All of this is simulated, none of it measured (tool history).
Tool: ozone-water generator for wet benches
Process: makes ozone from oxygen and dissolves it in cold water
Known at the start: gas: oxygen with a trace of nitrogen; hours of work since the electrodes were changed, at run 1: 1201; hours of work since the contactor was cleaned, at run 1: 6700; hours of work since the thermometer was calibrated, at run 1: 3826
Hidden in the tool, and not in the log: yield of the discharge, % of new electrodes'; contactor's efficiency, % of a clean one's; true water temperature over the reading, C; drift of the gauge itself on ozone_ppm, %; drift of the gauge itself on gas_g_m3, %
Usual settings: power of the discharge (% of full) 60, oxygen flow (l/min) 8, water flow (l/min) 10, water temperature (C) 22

run   hour  power of the discharge (% of full)  oxygen flow (l/min)  water flow (l/min)  water temperature (C)  hours of work since the electrodes were changed  hours of work since the contactor was cleaned  hours of work since the thermometer was calibrated  dissolved ozone (ppm)  ozone in the gas ahead of the water (g/m3)
  1      0                                  60                    8                  10                     22                                             1201                                           6700                                                3826                   21.6                                       144.7
  2   20.8                                  60                    8                  10                     22                                             1220                                           6720                                                3846                   21.7                                       146.6
  3   42.3                                  60                    8                  10                     22                                             1240                                           6740                                                3866                   21.8                                       144.5
  4   61.8                                  60                    8                  10                     22                                             1258                                           6758                                                3884                   21.9                                       143.8
  5   82.2                                  60                    8                  10                     22                                             1277                                           6777                                                3903                   21.8                                       144.2
  6   97.8                                  60                    8                  10                     22                                             1292                                           6791                                                3917                   21.5                                       144.2
  7  121.5                                  60                    8                  10                     22                                             1314                                           6813                                                3939                   21.8                                         146
     128.7  -- contactor cleaned
  8  145.5                                  60                    8                  10                     22                                             1332                                             16                                                3957                   21.5                                       144.4
  9  171.2                                  60                12.79                  10                     22                                             1356                                             39                                                3981                   17.2                                       107.7
 10  194.6                                  60                    8                  10                     22                                             1378                                             61                                                4003                   21.8                                       144.7
 11  214.5                                  80                    8                  10                     22                                             1396                                             80                                                4021                   26.6                                       177.9
 12    234                                  80                    8                   7                     18                                             1414                                             98                                                4040                   34.4                                       179.9
 13    249                                  80                    8                   7                     18                                             1428                                            112                                                4053                   34.7                                         179
 14  281.8                                  60                    8                  11                     22                                             1459                                            142                                                4084                   20.4                                       145.4
     297.8  -- contactor cleaned, once more
 15  304.2                                  60                    8                  10                     19                                             1476                                              6                                                4101                   24.5                                       143.6
 16  326.7                                  60                    8                  10                     19                                             1497                                             27                                                4122                   24.1                                       144.3
 17  353.9                                  60                 10.8                   8                     19                                             1522                                             52                                                4147                   23.6                                       118.9
 18  386.4                                  60                    8                  15                     16                                             1552                                             82                                                4177                   20.5                                       145.1
 19  421.2                                  60                 4.01                  10                     17                                             1584                                            114                                                4209                     31                                       223.6
 20    441                                  60                 4.01                  10                     17                                             1602                                            133                                                4228                   30.8                                       225.1
 21  455.9                                  60                 4.01                  12                     27                                             1616                                            147                                                4241                   22.6                                       225.8

5 ways to go on from here, each from the tool as it stands after run 21. What would each give?
  A  489.4                                  49                10.29                  10                     22                                             1647                                            178                                                4273                      ?                                           ?
  B  489.4                                  54                 4.24                  10                     22                                             1647                                            178                                                4273                      ?                                           ?
  C  489.4                                  61                 4.01                  12                     25                                             1647                                            178                                                4273                      ?                                           ?
  D  489.4                                  60                 7.09                  14                     27                                             1647                                            178                                                4273                      ?                                           ?
  E  489.4                                  84                  5.5                   8                     27                                             1647                                            178                                                4273                      ?                                           ?

run  dissolved ozone (ppm)  ozone in the gas ahead of the water (g/m3)
  A                   17.5                                       106.2
  B                   25.7                                       201.7
  C                     24                                       230.1
  D                   17.5                                       155.1
  E                   32.7                                       233.9
Without the tool's hidden state the same runs would have given:
run  dissolved ozone (ppm)  ozone in the gas ahead of the water (g/m3)
  A                   17.8                                       107.5
  B                   26.2                                       204.3
  C                   24.5                                       233.5
  D                   17.9                                       157.4
  E                   33.5                                       238.2

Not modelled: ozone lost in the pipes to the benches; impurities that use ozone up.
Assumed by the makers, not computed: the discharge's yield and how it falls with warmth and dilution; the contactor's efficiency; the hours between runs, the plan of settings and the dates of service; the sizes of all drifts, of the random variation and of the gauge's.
